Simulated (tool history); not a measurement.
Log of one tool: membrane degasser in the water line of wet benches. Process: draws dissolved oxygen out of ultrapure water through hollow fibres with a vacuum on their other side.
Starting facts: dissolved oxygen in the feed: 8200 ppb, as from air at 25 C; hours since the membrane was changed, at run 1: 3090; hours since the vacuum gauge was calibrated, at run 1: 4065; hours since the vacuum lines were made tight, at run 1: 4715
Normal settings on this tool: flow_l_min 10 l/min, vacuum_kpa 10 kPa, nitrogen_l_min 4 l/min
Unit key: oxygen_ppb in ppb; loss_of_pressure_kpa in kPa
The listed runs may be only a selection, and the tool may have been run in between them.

| run | day | flow_l_min | vacuum_kpa | nitrogen_l_min | hours since the membrane was changed | hours since the vacuum gauge was calibrated | hours since the vacuum lines were made tight | oxygen_ppb | loss_of_pressure_kpa |
|---|---|---|---|---|---|---|---|---|---|
| 1 | 0 | 10 | 10 | 4 | 3090 | 4065 | 4715 | 181 | 34.32 |
| 2 | 7.658 | 10 | 10 | 4 | 3274 | 4249 | 4899 | 180.3 | 34.4 |
| 3 | 17.083 | 10 | 10 | 4 | 3500 | 4475 | 5125 | 188.9 | 34.85 |
| 4 | 26.404 | 10 | 10 | 4 | 3724 | 4699 | 5349 | 180.1 | 34.64 |
| 5 | 31.933 | 10 | 10 | 6.55 | 3857 | 4831 | 5481 | 168.4 | 34.68 |
| 6 | 40.879 | 10 | 10 | 6.55 | 4071 | 5046 | 5696 | 170.4 | 35.07 |
|  | 41.346 | vacuum gauge calibrated |
|  | 45.983 | seals of the vacuum lines changed |
| 7 | 50.858 | 10 | 10 | 4 | 4308 | 226 | 117 | 184.4 | 34.87 |
| 8 | 55.596 | 14 | 17.7 | 7.27 | 4422 | 340 | 231 | 413 | 48.27 |
|  | 63.375 | vacuum gauge calibrated, once more |
| 9 | 63.917 | 10 | 16.5 | 2.36 | 4621 | 13 | 430 | 275.3 | 34.88 |
| 10 | 70.4 | 10 | 16.5 | 2.36 | 4777 | 169 | 586 | 275.1 | 34.91 |
| 11 | 77.088 | 10 | 16.5 | 2.36 | 4937 | 329 | 746 | 278.3 | 34.54 |
| 12 | 81.958 | 10 | 16.5 | 2.36 | 5054 | 446 | 863 | 279.3 | 34.61 |
| 13 | 90.946 | 10 | 16.5 | 2.36 | 5270 | 662 | 1079 | 282.5 | 34.9 |
| 14 | 98.367 | 14 | 23.1 | 10.12 | 5448 | 840 | 1257 | 421 | 48.72 |

Below, some changes in oxygen_ppb between adjacent runs. For each, the amount present without the hidden state too (settings, incoming material, random variation) and the amount remaining for the hidden state with gauge scatter not shared by both compared results:
What the log doesn't record here: membrane still open, %; true pressure behind the membrane over the reading, kPa; air that leaks in behind the membrane, l/min; drift of the gauge itself on oxygen_ppb, %; drift of the gauge itself on loss_of_pressure_kpa, %.
Run 7 -> 8: flow_l_min 10 -> 14, vacuum_kpa 10 -> 17.7, nitrogen_l_min 4 -> 7.27. oxygen_ppb +228.6 ppb: hidden state +10.1, all else +218.5.
Run 13 -> 14: flow_l_min 10 -> 14, vacuum_kpa 16.5 -> 23.1, nitrogen_l_min 2.36 -> 10.12. oxygen_ppb +138.5 ppb: hidden state +13.3, all else +125.2.
